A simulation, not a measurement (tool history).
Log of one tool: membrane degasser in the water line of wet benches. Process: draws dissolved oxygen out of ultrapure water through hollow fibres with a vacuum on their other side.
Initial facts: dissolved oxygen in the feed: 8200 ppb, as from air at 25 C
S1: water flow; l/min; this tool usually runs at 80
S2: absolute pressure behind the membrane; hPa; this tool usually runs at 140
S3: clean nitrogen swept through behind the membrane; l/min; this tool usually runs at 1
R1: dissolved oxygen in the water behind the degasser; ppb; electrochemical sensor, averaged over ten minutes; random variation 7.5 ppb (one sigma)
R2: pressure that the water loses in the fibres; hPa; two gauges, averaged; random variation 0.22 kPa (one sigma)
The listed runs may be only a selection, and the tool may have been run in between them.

{"run": 1, "hour": 0.0, "S1": 80, "S2": 140, "S3": 1, "R1": 1337.8, "R2": 549.9}
{"run": 2, "hour": 212.6, "S1": 80, "S2": 140, "S3": 1, "R1": 1334.5, "R2": 545}
{"run": 3, "hour": 381.1, "S1": 80, "S2": 140, "S3": 1, "R1": 1342.3, "R2": 549.4}
{"run": 4, "hour": 577.2, "S1": 80, "S2": 280, "S3": 1, "R1": 2566, "R2": 551.7}
{"run": 5, "hour": 831.7, "S1": 80, "S2": 280, "S3": 1, "R1": 2601.7, "R2": 549.5}
{"run": 6, "hour": 1092.7, "S1": 80, "S2": 280, "S3": 1, "R1": 2581, "R2": 551.6}
{"run": 7, "hour": 1263.7, "S1": 80, "S2": 146, "S3": 1, "R1": 1403.9, "R2": 552.9}
{"hour": 1425.8, "done": "seals of the vacuum lines changed"}
{"run": 8, "hour": 1532.5, "S1": 49, "S2": 140, "S3": 1, "R1": 935.8, "R2": 338.4}
{"run": 9, "hour": 1714.0, "S1": 70, "S2": 140, "S3": 1, "R1": 1238.8, "R2": 485.1}
{"run": 10, "hour": 1909.5, "S1": 80, "S2": 140, "S3": 1, "R1": 1354.3, "R2": 554.1}
{"hour": 1930.0, "done": "vacuum gauge calibrated"}
{"run": 11, "hour": 2209.5, "S1": 80, "S2": 140, "S3": 1, "R1": 1352.9, "R2": 554}
{"run": 12, "hour": 2384.5, "S1": 80, "S2": 140, "S3": 1, "R1": 1382.4, "R2": 557.1}
{"run": 13, "hour": 2560.4, "S1": 80, "S2": 140, "S3": 1, "R1": 1349.9, "R2": 553.8}
{"run": 14, "hour": 2838.1, "S1": 80, "S2": 98, "S3": 1, "R1": 906.2, "R2": 560.8}
{"run": 15, "hour": 3062.9, "S1": 80, "S2": 98, "S3": 1, "R1": 915.6, "R2": 558.6}
{"run": 16, "hour": 3211.9, "S1": 80, "S2": 140, "S3": 1, "R1": 1376.4, "R2": 555}
{"run": 17, "hour": 3347.9, "S1": 80, "S2": 131, "S3": 2.26, "R1": 756.1, "R2": 558.1}
{"run": 18, "hour": 3571.7, "S1": 80, "S2": 94, "S3": 1, "R1": 869.5, "R2": 562.5}
{"hour": 3656.2, "done": "vacuum gauge calibrated, once more"}
{"run": 19, "hour": 3713.7, "S1": 108, "S2": 239, "S3": 1, "R1": 2732.9, "R2": 755.9}
{"run": 20, "hour": 3867.4, "S1": 78, "S2": 237, "S3": 0.7, "R1": 2656.2, "R2": 543.3}
{"run": 21, "hour": 4000.6, "S1": 68, "S2": 140, "S3": 1, "R1": 1195.9, "R2": 475.4}
{"run": 22, "hour": 4245.8, "S1": 68, "S2": 140, "S3": 1, "R1": 1206, "R2": 476.2}
{"run": 23, "hour": 4499.5, "S1": 94, "S2": 119, "S3": 0.58, "R1": 1660, "R2": 659.2}
{"run": 24, "hour": 4805.2, "S1": 92, "S2": 119, "S3": 1.07, "R1": 1227.3, "R2": 650.3}
{"run": 25, "hour": 4972.7, "S1": 92, "S2": 119, "S3": 1.07, "R1": 1227.5, "R2": 646}
{"run": 26, "hour": 5280.5, "S1": 80, "S2": 140, "S3": 2.27, "R1": 806.5, "R2": 563.8}
{"run": 27, "hour": 5508.8, "S1": 80, "S2": 140, "S3": 2.27, "R1": 815.8, "R2": 568.9}
{"run": 28, "hour": 5705.3, "S1": 80, "S2": 140, "S3": 2.27, "R1": 809.2, "R2": 568.8}
{"run": 29, "hour": 5956.3, "S1": 80, "S2": 140, "S3": 2.27, "R1": 807.1, "R2": 565.8}
{"run": 30, "hour": 6228.9, "S1": 54, "S2": 222, "S3": 0.52, "R1": 2421, "R2": 384.9}
{"run": 31, "hour": 6394.9, "S1": 115, "S2": 335, "S3": 2.15, "R1": 2477.1, "R2": 816.6}

5 options for the next run, each taken on its own from the tool as it stands now. Forecast them:
{"run": "A", "hour": 6635.9, "S1": 63, "S2": 222, "S3": 1.88, "R1": "?", "R2": "?"}
{"run": "B", "hour": 6635.9, "S1": 68, "S2": 211, "S3": 0.87, "R1": "?", "R2": "?"}
{"run": "C", "hour": 6635.9, "S1": 115, "S2": 128, "S3": 2.15, "R1": "?", "R2": "?"}
{"run": "D", "hour": 6635.9, "S1": 115, "S2": 182, "S3": 2.15, "R1": "?", "R2": "?"}
{"run": "E", "hour": 6635.9, "S1": 106, "S2": 158, "S3": 1.7, "R1": "?", "R2": "?"}

run=A R1=1204.7 R2=452.4
run=B R1=2002 R2=486
run=C R1=1079.6 R2=818.7
run=D R1=1490.4 R2=817.4
run=E R1=1402.7 R2=759.1
Stripped of hidden state, with their random variation kept, the same runs would have yielded:
run=A R1=1184.8 R2=419.2
run=B R1=1985.3 R2=450.4
run=C R1=1026.2 R2=758.4
run=D R1=1442.4 R2=757.3
run=E R1=1358.9 R2=703.4
